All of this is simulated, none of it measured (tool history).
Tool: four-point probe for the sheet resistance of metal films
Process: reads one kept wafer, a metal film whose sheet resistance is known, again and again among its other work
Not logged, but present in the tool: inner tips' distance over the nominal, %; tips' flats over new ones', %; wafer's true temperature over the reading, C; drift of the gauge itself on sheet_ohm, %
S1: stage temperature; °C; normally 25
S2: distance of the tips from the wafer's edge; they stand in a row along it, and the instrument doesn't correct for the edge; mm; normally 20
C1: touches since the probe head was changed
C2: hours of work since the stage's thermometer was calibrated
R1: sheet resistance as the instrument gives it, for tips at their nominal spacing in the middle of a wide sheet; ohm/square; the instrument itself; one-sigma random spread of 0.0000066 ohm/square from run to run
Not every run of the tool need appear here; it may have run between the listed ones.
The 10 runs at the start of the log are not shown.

run   hour  S1  S2     C1    C2        R1
 11  158.1  25  20  19470  2246  0.032866
 12  182.5  22  20  20163  2265  0.032889
 13  201.5  22  20  20703  2280  0.032887
 14  213.3  22  20  21040  2290  0.032894
 15  234.2  22  20  21633  2307  0.032886
 16  249.6  27  20  22072  2319  0.032828
 17  261.4  25  20  22408  2328   0.03285
 18  281.1  26  20  22967  2344  0.032841
 19  296.6  26  20  23406  2356  0.032841
 20    311  25  69  23816  2368  0.032841
 21  324.7  25   8  24207  2379  0.032944
 22  342.7  30  59  24719  2393  0.032772
 23  364.3  30  11  25332  2411  0.032838
 24  386.1  19  14  25952  2428  0.032939
 25  406.7  30  19  26536  2444  0.032788
 26  417.6  34  10  26848  2453  0.032796
 27    442  19  52  27541  2473  0.032889
 28  458.6  27   7  28012  2486  0.032959
 29  477.2  19   6  28541  2501  0.033078
 30    501  19   6  29217  2520  0.033089
 31  513.2  19   6  29565  2529  0.033084
 32    531  25  12  30072  2544  0.032866
 33  547.4  25  12  30538  2557  0.032856
 34  562.6  25   7  30970  2569  0.032955
 35  583.7  25   5  31569  2586   0.03309

What if the next run were any one of these 4? Each begins from the tool's condition after run 35:
  A  594.8  25  49  31885  2595   ?
  B  594.8  22  14  31885  2595   ?
  C  594.8  18  20  31885  2595   ?
  D  594.8  21  20  31885  2595   ?

run        R1
  A  0.032812
  B  0.032879
  C  0.032903
  D  0.032856
Stripped of hidden state, with their random variation kept, the same runs would have yielded:
run        R1
  A  0.032782
  B  0.032849
  C  0.032874
  D  0.032826
